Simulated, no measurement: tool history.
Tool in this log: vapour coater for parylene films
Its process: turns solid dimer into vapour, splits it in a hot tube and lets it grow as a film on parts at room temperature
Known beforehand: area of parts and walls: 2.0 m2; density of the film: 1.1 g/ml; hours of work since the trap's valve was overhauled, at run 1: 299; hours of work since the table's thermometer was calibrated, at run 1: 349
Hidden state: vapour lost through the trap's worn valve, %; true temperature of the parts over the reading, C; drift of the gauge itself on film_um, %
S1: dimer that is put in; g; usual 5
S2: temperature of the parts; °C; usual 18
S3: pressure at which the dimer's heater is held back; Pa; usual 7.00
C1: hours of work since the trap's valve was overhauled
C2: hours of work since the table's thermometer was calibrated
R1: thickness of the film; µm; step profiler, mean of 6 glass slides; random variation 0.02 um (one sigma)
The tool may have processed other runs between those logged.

run,hour,S1,S2,S3,C1,C2,R1
1,0.0,5,18,7.00,299,349,1.26
2,14.4,5,18,7.00,307,358,1.29
3,29.9,5,18,7.00,317,367,1.30
4,47.6,5,18,4.42,327,378,1.36
5,63.8,5,18,2.20,337,388,1.54
6,72.3,5,18,7.00,342,393,1.30
7,88.1,5,18,7.00,352,403,1.29
8,96.9,5,18,7.00,357,408,1.27
9,110.9,5,18,9.20,365,416,1.24
# hour 128.0: trap's valve overhauled
10,129.0,5,18,3.58,1,425,1.52
11,141.1,5,18,3.58,8,432,1.54
12,156.2,5,18,3.87,17,441,1.51
13,170.6,5,18,3.87,26,450,1.47
14,187.0,2,18,7.00,36,460,0.55
15,197.9,5,18,7.00,42,466,1.33
16,207.8,5,18,7.00,48,472,1.35
17,219.2,5,18,7.00,55,479,1.35
18,235.6,5,18,7.00,65,489,1.32
19,253.9,5,18,7.00,76,500,1.37
20,267.7,5,18,7.00,84,509,1.35
21,286.0,5,18,7.00,95,520,1.36
22,295.4,5,18,7.00,101,525,1.33
23,308.3,5,18,7.00,109,533,1.31
24,317.9,5,18,7.00,115,539,1.34
25,330.2,8,29,2.69,122,546,1.62
26,341.3,8,29,2.69,129,553,1.62
27,357.8,5,26,7.00,139,563,0.99
28,375.8,5,26,7.00,149,574,1.00
29,384.2,3,29,10.05,155,579,0.50
30,394.6,5,24,6.06,161,585,1.07
31,408.9,5,24,6.06,169,594,1.08
32,421.6,3,11,2.09,177,601,1.24
33,431.9,3,12,7.00,183,608,1.02
34,450.9,6,10,5.56,195,619,2.24
35,463.1,6,10,5.56,202,626,2.20
36,479.9,6,10,5.56,212,636,2.22
37,496.3,3,10,2.63,222,646,1.22
38,514.1,3,10,2.63,233,657,1.19
39,530.7,3,14,9.28,243,667,0.87
40,542.4,6,23,3.52,250,674,1.42
41,557.2,3,18,2.57,259,683,0.90
42,576.2,3,18,2.66,270,695,0.92
43,585.9,2,23,7.00,276,700,0.42
44,601.4,3,18,6.44,285,710,0.81
45,618.4,3,14,10.86,296,720,0.86
46,632.3,2,28,9.93,304,728,0.35

Below are 3 alternative next runs, each starting from the tool's condition after run 46. Predict each:
A,648.1,6,14,2.09,314,738,?
B,648.1,2,30,9.93,314,738,?
C,648.1,9,13,7.61,314,738,?

run,R1
A,2.16
B,0.33
C,2.77
The same runs, with their run-to-run variation unchanged, on a tool lacking any hidden condition would have given:
run,R1
A,2.32
B,0.35
C,2.98

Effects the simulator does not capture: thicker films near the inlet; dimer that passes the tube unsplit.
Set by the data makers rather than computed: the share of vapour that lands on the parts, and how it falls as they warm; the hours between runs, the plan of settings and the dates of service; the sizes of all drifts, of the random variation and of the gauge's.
